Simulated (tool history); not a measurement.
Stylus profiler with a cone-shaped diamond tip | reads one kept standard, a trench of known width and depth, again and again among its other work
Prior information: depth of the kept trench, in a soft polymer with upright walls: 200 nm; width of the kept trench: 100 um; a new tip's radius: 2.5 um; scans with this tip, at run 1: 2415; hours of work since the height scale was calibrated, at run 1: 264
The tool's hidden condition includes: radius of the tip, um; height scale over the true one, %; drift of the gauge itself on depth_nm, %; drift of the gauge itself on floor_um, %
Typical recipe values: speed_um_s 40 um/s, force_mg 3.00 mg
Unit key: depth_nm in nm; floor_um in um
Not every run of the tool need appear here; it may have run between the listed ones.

run	hour	speed_um_s	force_mg	scans with this tip	hours of work since the height scale was calibrated	depth_nm	floor_um
1	0.0	40	3.00	2415	264	201.46	97.64
2	32.0	40	5.39	2611	286	202.22	97.66
3	72.7	110	3.00	2860	313	201.37	97.29
4	92.2	40	3.00	2979	326	201.37	97.67
5	125.2	17	3.00	3181	348	201.61	97.71
6	149.1	40	3.00	3327	364	201.30	97.63
7	170.6	40	3.00	3459	379	201.30	97.58
8	205.7	114	3.00	3674	402	201.44	97.24
9	247.2	22	3.00	3928	430	201.27	97.65
10	284.3	40	5.78	4154	455	202.36	97.62
11	318.7	40	2.75	4365	478	201.24	97.54
12	342.6	24	3.00	4511	494	201.38	97.55
13	383.9	10	3.00	4764	522	201.32	97.59
14	401.8	10	3.00	4873	534	201.07	97.63
15	422.1	10	3.00	4997	547	201.27	97.58
16	463.2	40	3.00	5249	575	201.09	97.46
17	497.7	40	1.32	5460	598	200.51	97.32
18	526.6	40	1.32	5637	617	200.46	97.36
19	563.6	40	3.00	5863	642	201.15	97.42
20	588.9	146	3.00	6018	659	201.17	96.84
21	626.4	50	3.00	6247	684	201.21	97.33
22	660.4	50	3.00	6455	707	200.99	97.33
23	690.5	50	3.00	6640	727	201.05	97.27
24	712.2	93	7.21	6773	742	202.43	97.27
25	731.7	93	7.21	6892	755	202.37	97.20
26	769.9	93	7.21	7125	780	202.36	97.21
27	788.2	90	3.00	7237	792	201.03	97.03
28	819.7	21	7.32	7430	814	202.34	97.43
29	843.1	15	5.82	7573	829	201.90	97.44
30	884.5	15	5.82	7827	857	201.90	97.44
31	911.2	19	2.53	7990	875	200.86	97.35
32	936.2	130	8.74	8143	892	202.83	97.07
33	959.7	130	8.74	8287	907	202.69	97.05
34	981.7	40	3.71	8422	922	201.11	97.22
35	1005.3	40	3.71	8565	938	201.36	97.24
36	1041.9	131	1.47	8789	962	200.22	96.44
37	1079.6	131	1.47	9020	988	200.22	96.43
38	1120.5	131	7.77	9271	1015	202.39	96.94
39	1142.2	131	7.77	9404	1030	202.33	96.95
40	1174.2	48	2.90	9599	1051	200.82	97.07
41	1212.7	40	2.17	9835	1077	200.52	97.15
42	1246.1	40	2.17	10039	1099	200.60	97.04
43	1264.8	18	1.10	10153	1112	200.03	97.16
44	1302.7	31	1.10	10385	1137	199.98	96.97
45	1337.6	11	4.63	10599	1161	201.35	97.20

Below, some changes in depth_nm between adjacent runs. For each, the amount present without the hidden state too (settings, incoming material, random variation) and the amount remaining for the hidden state with gauge scatter not shared by both compared results:
Run 29 -> 30: no setting touched and nothing written in the log between the runs. depth_nm +0.00 nm: hidden state -0.03, all else +0.03.
Run 31 -> 32: speed_um_s 19 -> 130, force_mg 2.53 -> 8.74. depth_nm +1.97 nm: hidden state -0.02, all else +1.99.
Run 33 -> 34: speed_um_s 130 -> 40, force_mg 8.74 -> 3.71. depth_nm -1.58 nm: hidden state -0.01, all else -1.57.
Run 36 -> 37: no setting touched and nothing written in the log between the runs. depth_nm +0.00 nm: hidden state -0.03, all else +0.03.
Run 37 -> 38: force_mg 1.47 -> 7.77. depth_nm +2.17 nm: hidden state -0.03, all else +2.20.

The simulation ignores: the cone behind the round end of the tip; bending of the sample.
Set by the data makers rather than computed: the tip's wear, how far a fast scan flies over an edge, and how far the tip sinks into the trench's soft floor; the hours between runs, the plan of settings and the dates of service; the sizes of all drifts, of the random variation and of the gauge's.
